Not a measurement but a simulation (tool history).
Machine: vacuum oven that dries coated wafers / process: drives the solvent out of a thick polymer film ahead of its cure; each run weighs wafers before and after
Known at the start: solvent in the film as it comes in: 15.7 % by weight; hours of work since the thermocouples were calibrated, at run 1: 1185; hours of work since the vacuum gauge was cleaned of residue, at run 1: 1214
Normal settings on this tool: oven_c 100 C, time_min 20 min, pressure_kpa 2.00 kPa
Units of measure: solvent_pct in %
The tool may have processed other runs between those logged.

run    hour  oven_c  time_min  pressure_kpa  hours of work since the thermocouples were calibrated  hours of work since the vacuum gauge was cleaned of residue  solvent_pct
  1     0.0     100        20          2.00                                                   1185                                                         1214         1.95
  2    44.6     100        20          5.03                                                   1205                                                         1235         3.62
  3   112.9     100        26          2.00                                                   1236                                                         1266         1.65
  4   167.4     100        26          2.00                                                   1261                                                         1291         1.64
  5   214.2     100        20          7.38                                                   1282                                                         1312         5.01
      256.8  -- vacuum gauge cleaned of residue and calibrated
  6   262.3     100        20          7.38                                                   1304                                                            2         4.72
  7   305.2     100        20          2.00                                                   1323                                                           22         1.65
  8   358.0     100        20          2.00                                                   1347                                                           46         1.69
      368.6  -- oven's thermocouples calibrated
  9   399.5     100        20          2.00                                                     14                                                           64         1.48
 10   457.0     100        20          2.00                                                     40                                                           90         1.55
 11   491.1     100        20          2.00                                                     56                                                          106         1.51
 12   553.8     100        20          2.00                                                     84                                                          134         1.52
 13   581.8     113        20          2.00                                                     97                                                          147         0.78
 14   647.0     113        20          2.00                                                    127                                                          177         0.74
 15   680.0     100        31          2.00                                                    142                                                          192         1.21
 16   712.7     100        20          7.48                                                    157                                                          207         4.46
 17   767.8     100        20          7.48                                                    182                                                          232         4.51
 18   823.3     103        20          2.00                                                    207                                                          257         1.29
 19   855.3     103        20          2.00                                                    222                                                          272         1.28
 20   905.9     103        20          2.47                                                    245                                                          295         1.55
 21   939.0     103        20          2.47                                                    260                                                          310         1.51
 22  1002.7     100        24          2.00                                                    289                                                          339         1.41
 23  1058.3     100        24          2.00                                                    314                                                          364         1.35
 24  1113.5     100        24          2.00                                                    339                                                          389         1.40
 25  1144.3     100        24          2.00                                                    353                                                          403         1.39
 26  1181.2     100        24          2.00                                                    370                                                          420         1.42
 27  1236.6      98        30          1.30                                                    395                                                          445         1.02
 28  1288.9      87        24          3.60                                                    419                                                          469         4.44
 29  1350.8     113        16          3.60                                                    447                                                          497         1.50
 30  1401.9      88        11          5.84                                                    470                                                          520         8.00
 31  1438.5      88        11          5.84                                                    487                                                          537         8.03
 32  1472.6      95        33          3.58                                                    503                                                          553         2.68
 33  1501.6      95        33          3.86                                                    516                                                          566         2.86
 34  1553.3      95        33          3.86                                                    539                                                          589         2.85
 35  1606.6     111        20          6.85                                                    564                                                          614         2.77
 36  1672.7     111        20          6.85                                                    594                                                          644         2.84
 37  1736.8     111        20          6.85                                                    623                                                          673         2.79
 38  1776.6     100        26          2.00                                                    641                                                          691         1.43
 39  1843.7     100        30          1.12                                                    672                                                          721         0.86
 40  1896.6     101        20          1.41                                                    696                                                          746         1.34
 41  1928.6      88        17          5.64                                                    710                                                          760         6.79
 42  1990.4      88        18          5.64                                                    738                                                          788         6.65
 43  2045.3      90        23          3.95                                                    763                                                          813         4.33
 44  2078.7      90        23          3.95                                                    779                                                          828         4.29
 45  2114.7      90        34          3.95                                                    795                                                          845         3.76

Here are 3 independent what-if runs from the current tool condition. What would each one return?
  A  2162.7     113        15          4.65                                                    817                                                          867            ?
  B  2162.7     100        17          3.14                                                    817                                                          867            ?
  C  2162.7     115        13          2.56                                                    817                                                          867            ?

run  solvent_pct
  A         2.02
  B         2.67
  C         1.25
The same runs, with their run-to-run variation unchanged, on a tool lacking any hidden condition would have given:
run  solvent_pct
  A         1.82
  B         2.36
  C         1.07
